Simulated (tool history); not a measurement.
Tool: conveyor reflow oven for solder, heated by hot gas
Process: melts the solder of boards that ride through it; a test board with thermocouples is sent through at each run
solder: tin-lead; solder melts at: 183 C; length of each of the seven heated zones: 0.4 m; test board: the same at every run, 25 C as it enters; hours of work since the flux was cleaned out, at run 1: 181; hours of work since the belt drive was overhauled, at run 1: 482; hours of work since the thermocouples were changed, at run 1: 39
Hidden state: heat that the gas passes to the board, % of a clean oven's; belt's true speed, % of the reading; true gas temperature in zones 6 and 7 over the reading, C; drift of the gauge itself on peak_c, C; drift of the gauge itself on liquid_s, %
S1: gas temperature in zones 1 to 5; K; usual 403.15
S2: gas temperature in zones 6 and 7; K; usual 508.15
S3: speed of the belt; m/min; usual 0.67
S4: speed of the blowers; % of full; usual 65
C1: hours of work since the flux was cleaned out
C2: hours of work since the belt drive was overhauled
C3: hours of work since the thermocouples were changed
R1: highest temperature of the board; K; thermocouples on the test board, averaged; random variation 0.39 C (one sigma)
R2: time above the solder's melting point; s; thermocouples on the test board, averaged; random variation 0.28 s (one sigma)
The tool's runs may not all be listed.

run   hour      S1      S2     S3  S4   C1   C2   C3      R1    R2
  1      0  403.15  508.15   0.67  65  181  482   39  488.55  49.6
  2   16.7  403.15  508.15   0.67  65  191  492   49  487.85  49.7
  3   24.7  403.15  510.15   0.67  65  196  497   54  489.95  50.8
      30.9  -- flux residue cleaned out of gas plates and filters
  4   38.9  403.15  508.15   0.67  65    5  503   60  489.35  50.2
  5   56.1  403.15  508.15   0.67  65   15  513   70  488.95  50.3
  6   69.6  403.15  508.15  0.564  65   23  521   78  494.85  65.6
  7   78.2  403.15  508.15  0.564  65   29  526   83  494.65  66.1
  8   88.7  403.15  508.15   0.67  65   35  533   90  489.15  50.3
  9  106.6  403.15  508.15   0.67  65   46  543  101  489.05    50
 10  119.5  416.15  508.15   0.67  65   54  551  108  491.55  56.6
 11  134.5  416.15  508.15   0.67  65   63  560  118  491.35  56.4
 12    154  416.15  508.15   0.67  65   74  572  129  490.95  55.7
 13  170.4  390.15  508.15   0.67  65   84  582  139  485.65  43.8
 14  185.8  403.15  506.15   0.67  65   94  591  149  486.75  48.2
 15  201.1  403.15  508.15  0.644  65  103  601  158  488.75  53.1
 16  215.4  403.15  508.15  0.644  65  112  609  166  489.75  52.8
 17  227.1  403.15  508.15  0.644  65  119  616  174  489.95  52.9
 18  238.1  413.15  508.15  0.618  83  125  623  180  494.65  64.4
 19  253.3  416.15  508.15  0.748  65  135  632  189  486.85  46.5
 20  268.3  416.15  508.15  0.748  65  144  641  198  486.35  46.8
 21  278.7  416.15  508.15  0.748  65  150  648  205  486.05  47.2
 22  292.6  403.15  508.15  0.731  65  158  656  213  484.85  42.4
 23  305.1  390.15  516.15   0.71  88  166  664  221  493.85  48.8
 24  317.4  403.15  510.15   0.67  64  173  671  228  490.35    51
 25  333.1  407.15  512.15   0.67  83  183  680  238  494.95  56.9
 26  343.8  407.15  512.15   0.67  83  189  687  244  495.05  56.4
 27  355.3  394.15  512.15  0.716  83  196  694  251  489.95  45.7
     361.8  -- flux residue cleaned out of gas plates and filters
 28    371  392.15  501.15  0.637  79    6  700  258  484.55  47.5

The next listed run, before its measurement:
 29  390.4  397.15  502.15  0.769  65  17  712  269   ?   ?

{"run 29": {"R1": 476.45, "R2": 31.3}}
Without the tool's hidden state the same run would have given R1 476.75 K, R2 31 s.

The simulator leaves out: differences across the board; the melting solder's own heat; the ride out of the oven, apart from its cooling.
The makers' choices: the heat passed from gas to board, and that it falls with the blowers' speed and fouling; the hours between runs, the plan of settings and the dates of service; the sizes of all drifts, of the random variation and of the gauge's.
